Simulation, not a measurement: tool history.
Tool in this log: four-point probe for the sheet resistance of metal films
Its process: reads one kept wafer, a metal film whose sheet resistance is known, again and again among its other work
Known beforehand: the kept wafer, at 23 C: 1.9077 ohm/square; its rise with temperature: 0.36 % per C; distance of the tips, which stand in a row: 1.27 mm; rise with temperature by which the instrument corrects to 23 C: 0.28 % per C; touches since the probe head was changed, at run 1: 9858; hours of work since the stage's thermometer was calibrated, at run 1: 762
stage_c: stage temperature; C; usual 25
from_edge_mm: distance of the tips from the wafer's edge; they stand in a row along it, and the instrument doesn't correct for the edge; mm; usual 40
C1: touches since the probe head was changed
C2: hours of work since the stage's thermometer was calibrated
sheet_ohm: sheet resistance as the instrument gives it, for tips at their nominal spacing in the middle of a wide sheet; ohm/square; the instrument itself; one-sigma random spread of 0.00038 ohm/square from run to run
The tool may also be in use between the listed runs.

Run 1, hour 0: usual settings; C1 9858; C2 762. Result: sheet_ohm 1.908154 ohm/square.
Run 2, hour 7.7: usual settings; C1 10067; C2 768. Result: sheet_ohm 1.908305 ohm/square.
Run 3, hour 22.1: usual settings; C1 10460; C2 778. Result: sheet_ohm 1.907529 ohm/square.
Run 4, hour 29.1: usual settings; C1 10651; C2 783. Result: sheet_ohm 1.907778 ohm/square.
Run 5, hour 42.3: usual settings but stage_c 33 C; C1 11013; C2 793. Result: sheet_ohm 1.920114 ohm/square.
Run 6, hour 51.4: usual settings but stage_c 33 C; C1 11261; C2 799. Result: sheet_ohm 1.919592 ohm/square.
Run 7, hour 63.7: usual settings but stage_c 33 C; C1 11596; C2 808. Result: sheet_ohm 1.919813 ohm/square.
Run 8, hour 73.2: usual settings but stage_c 33 C; C1 11857; C2 815. Result: sheet_ohm 1.919254 ohm/square.
Run 9, hour 85.9: usual settings; C1 12203; C2 824. Result: sheet_ohm 1.908181 ohm/square.
Run 10, hour 97.5: usual settings; C1 12520; C2 832. Result: sheet_ohm 1.907563 ohm/square.
Run 11, hour 104.7: usual settings; C1 12716; C2 837. Result: sheet_ohm 1.907063 ohm/square.
Run 12, hour 118.8: usual settings; C1 13100; C2 847. Result: sheet_ohm 1.90698 ohm/square.
Run 13, hour 131.5: usual settings; C1 13447; C2 856. Result: sheet_ohm 1.906868 ohm/square.
Run 14, hour 144.3: usual settings but stage_c 23 C; C1 13796; C2 865. Result: sheet_ohm 1.904456 ohm/square.
Run 15, hour 158.3: usual settings but stage_c 31 C, from_edge_mm 43 mm; C1 14179; C2 875. Result: sheet_ohm 1.915364 ohm/square.
Run 16, hour 166.6: usual settings but from_edge_mm 15 mm; C1 14405; C2 881. Result: sheet_ohm 1.913163 ohm/square.
Run 17, hour 173.8: usual settings but stage_c 21 C, from_edge_mm 4 mm; C1 14603; C2 886. Result: sheet_ohm 1.997784 ohm/square.
Run 18, hour 180.5: usual settings but stage_c 27 C, from_edge_mm 7 mm; C1 14785; C2 891. Result: sheet_ohm 1.941569 ohm/square.
Run 19, hour 186.9: usual settings but stage_c 27 C, from_edge_mm 7 mm; C1 14959; C2 895. Result: sheet_ohm 1.941338 ohm/square.
Run 20, hour 198.6: usual settings but stage_c 30 C, from_edge_mm 6 mm; C1 15277; C2 904. Result: sheet_ohm 1.958546 ohm/square.
Run 21, hour 207.5: usual settings but stage_c 31 C, from_edge_mm 22 mm; C1 15523; C2 910. Result: sheet_ohm 1.917705 ohm/square.
Run 22, hour 219.1: usual settings but stage_c 31 C, from_edge_mm 9 mm; C1 15839; C2 918. Result: sheet_ohm 1.934866 ohm/square.
Run 23, hour 234.2: usual settings but stage_c 20 C, from_edge_mm 5 mm; C1 16250; C2 929. Result: sheet_ohm 1.960999 ohm/square.
Run 24, hour 249: usual settings but from_edge_mm 50 mm; C1 16655; C2 940. Result: sheet_ohm 1.906331 ohm/square.
Run 25, hour 258.1: usual settings but stage_c 29 C, from_edge_mm 6 mm; C1 16903; C2 946. Result: sheet_ohm 1.956208 ohm/square.
Run 26, hour 271.3: usual settings but stage_c 29 C, from_edge_mm 6 mm; C1 17263; C2 956. Result: sheet_ohm 1.955452 ohm/square.
Run 27, hour 279.2: usual settings but stage_c 23 C, from_edge_mm 63 mm; C1 17478; C2 961. Result: sheet_ohm 1.902491 ohm/square.

Branching from run 27: 3 alternative next runs. What would each branch give?
Run A, hour 285.5: usual settings but stage_c 22 C, from_edge_mm 58 mm; C1 17651; C2 966. Result: sheet_ohm ?.
Run B, hour 285.5: usual settings but stage_c 24 C; C1 17651; C2 966. Result: sheet_ohm ?.
Run C, hour 285.5: usual settings but stage_c 18 C, from_edge_mm 19 mm; C1 17651; C2 966. Result: sheet_ohm ?.

run  sheet_ohm
  A   1.900817
  B   1.904319
  C    1.89811
Had the tool no hidden state, the same runs would have come out as:
run  sheet_ohm
  A    1.90671
  B   1.910216
  C   1.904007
